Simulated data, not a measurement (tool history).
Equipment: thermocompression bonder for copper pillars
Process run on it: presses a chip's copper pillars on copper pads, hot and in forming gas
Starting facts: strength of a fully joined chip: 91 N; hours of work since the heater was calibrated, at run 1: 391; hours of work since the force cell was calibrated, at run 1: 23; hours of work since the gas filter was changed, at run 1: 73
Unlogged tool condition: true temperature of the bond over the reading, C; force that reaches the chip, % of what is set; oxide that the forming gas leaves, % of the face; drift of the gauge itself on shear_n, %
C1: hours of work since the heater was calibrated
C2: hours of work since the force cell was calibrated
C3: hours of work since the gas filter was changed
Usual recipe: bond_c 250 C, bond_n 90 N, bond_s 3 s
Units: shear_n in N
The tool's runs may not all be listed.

Run 1, hour 0: usual settings; C1 391; C2 23; C3 73. Result: shear_n 54.7 N.
Run 2, hour 8.3: usual settings; C1 395; C2 27; C3 77. Result: shear_n 54.7 N.
Run 3, hour 17.3: usual settings; C1 400; C2 32; C3 81. Result: shear_n 53.9 N.
Run 4, hour 27.5: usual settings; C1 405; C2 37; C3 86. Result: shear_n 53.8 N.
Run 5, hour 39.1: usual settings; C1 410; C2 42; C3 91. Result: shear_n 54.7 N.
Run 6, hour 52.1: usual settings but bond_n 78 N; C1 416; C2 48; C3 98. Result: shear_n 47.8 N.
Run 7, hour 62.4: usual settings but bond_n 78 N; C1 421; C2 53; C3 103. Result: shear_n 47.9 N.
At hour 68.4: forming gas filter changed.
Run 8, hour 72.2: usual settings; C1 426; C2 58; C3 2. Result: shear_n 56.7 N.
Run 9, hour 77.7: usual settings; C1 428; C2 60; C3 4. Result: shear_n 55.8 N.
Run 10, hour 89.9: usual settings; C1 434; C2 66; C3 10. Result: shear_n 56.6 N.
Run 11, hour 99.7: usual settings; C1 439; C2 71; C3 15. Result: shear_n 55.4 N.
Run 12, hour 108.2: usual settings; C1 443; C2 75; C3 19. Result: shear_n 56.2 N.
Run 13, hour 119.5: usual settings but bond_c 251 C; C1 448; C2 80; C3 24. Result: shear_n 57.4 N.
Run 14, hour 125.9: usual settings but bond_c 251 C; C1 451; C2 83; C3 28. Result: shear_n 55.7 N.
Run 15, hour 131.6: usual settings but bond_c 251 C; C1 454; C2 86; C3 30. Result: shear_n 56.1 N.
Run 16, hour 137.9: usual settings but bond_c 251 C; C1 457; C2 89; C3 33. Result: shear_n 57 N.
Run 17, hour 146.4: usual settings; C1 461; C2 93; C3 37. Result: shear_n 55.4 N.
Run 18, hour 154.2: usual settings; C1 465; C2 97; C3 41. Result: shear_n 56.1 N.
Run 19, hour 161.4: usual settings; C1 468; C2 100; C3 45. Result: shear_n 56.1 N.
Run 20, hour 169.2: usual settings but bond_n 82 N; C1 472; C2 104; C3 48. Result: shear_n 51.9 N.
Run 21, hour 178.6: usual settings; C1 477; C2 109; C3 53. Result: shear_n 55.9 N.
Run 22, hour 187: usual settings but bond_c 253 C, bond_s 5 s; C1 481; C2 113; C3 57. Result: shear_n 65.4 N.
Run 23, hour 194.8: usual settings but bond_c 229 C, bond_s 6 s; C1 484; C2 116; C3 61. Result: shear_n 52.9 N.
Run 24, hour 204.2: usual settings but bond_c 252 C, bond_s 7 s; C1 489; C2 121; C3 65. Result: shear_n 69.4 N.
Run 25, hour 210.4: usual settings but bond_c 277 C, bond_n 105 N, bond_s 7 s; C1 492; C2 124; C3 68. Result: shear_n 84.1 N.
Run 26, hour 220.2: usual settings but bond_c 257 C, bond_n 58 N, bond_s 2 s; C1 496; C2 129; C3 73. Result: shear_n 35.4 N.
Run 27, hour 233.3: usual settings but bond_c 259 C, bond_n 71 N, bond_s 6 s; C1 503; C2 135; C3 79. Result: shear_n 62.2 N.
Run 28, hour 246: usual settings but bond_c 244 C, bond_n 71 N, bond_s 2 s; C1 509; C2 141; C3 85. Result: shear_n 36.3 N.
At hour 248.5: force cell calibrated.
Run 29, hour 257.8: usual settings but bond_c 230 C, bond_n 95 N; C1 514; C2 4; C3 90. Result: shear_n 44.4 N.
Run 30, hour 270.8: usual settings but bond_n 99 N, bond_s 2 s; C1 520; C2 11; C3 96. Result: shear_n 51.7 N.
Run 31, hour 280.9: usual settings but bond_n 99 N, bond_s 2 s; C1 525; C2 15; C3 101. Result: shear_n 52.2 N.
At hour 287.4: force cell calibrated, once more.
Run 32, hour 288.4: usual settings but bond_c 259 C, bond_n 122 N, bond_s 4 s; C1 528; C2 1; C3 104. Result: shear_n 74.5 N.
At hour 291.6: forming gas filter changed.
Run 33, hour 298.5: usual settings but bond_c 259 C, bond_n 122 N, bond_s 4 s; C1 532; C2 5; C3 3. Result: shear_n 77.6 N.
Run 34, hour 308.5: usual settings but bond_n 54 N, bond_s 5 s; C1 537; C2 10; C3 8. Result: shear_n 44.4 N.
Run 35, hour 315.8: usual settings but bond_c 253 C, bond_n 54 N, bond_s 6 s; C1 541; C2 13; C3 12. Result: shear_n 48.7 N.
Run 36, hour 328.8: usual settings but bond_c 228 C, bond_n 88 N, bond_s 6 s; C1 547; C2 20; C3 18. Result: shear_n 52.9 N.
Run 37, hour 338.5: usual settings but bond_c 239 C, bond_n 83 N; C1 551; C2 24; C3 22. Result: shear_n 46.4 N.
Run 38, hour 347.3: usual settings but bond_c 239 C, bond_n 83 N; C1 556; C2 28; C3 27. Result: shear_n 46.3 N.
Run 39, hour 359.3: usual settings but bond_c 228 C; C1 561; C2 34; C3 32. Result: shear_n 43.1 N.
Run 40, hour 367.1: usual settings but bond_s 4 s; C1 565; C2 38; C3 36. Result: shear_n 61.2 N.
Run 41, hour 379.6: usual settings but bond_c 270 C, bond_s 5 s; C1 571; C2 44; C3 42. Result: shear_n 75 N.

Forecast each of these 3 alternatives for the next run:
Run A, hour 392.8: usual settings but bond_c 244 C, bond_n 74 N; C1 577; C2 50; C3 48. Result: shear_n ?.
Run B, hour 392.8: usual settings but bond_c 272 C, bond_n 129 N, bond_s 2 s; C1 577; C2 50; C3 48. Result: shear_n ?.
Run C, hour 392.8: usual settings but bond_c 226 C; C1 577; C2 50; C3 48. Result: shear_n ?.

run  shear_n
  A     44.1
  B     75.5
  C     41.7
Take away the tool's hidden state, keep each run's random variation, and the runs would have read:
run  shear_n
  A     42.4
  B     75.1
  C     39.7

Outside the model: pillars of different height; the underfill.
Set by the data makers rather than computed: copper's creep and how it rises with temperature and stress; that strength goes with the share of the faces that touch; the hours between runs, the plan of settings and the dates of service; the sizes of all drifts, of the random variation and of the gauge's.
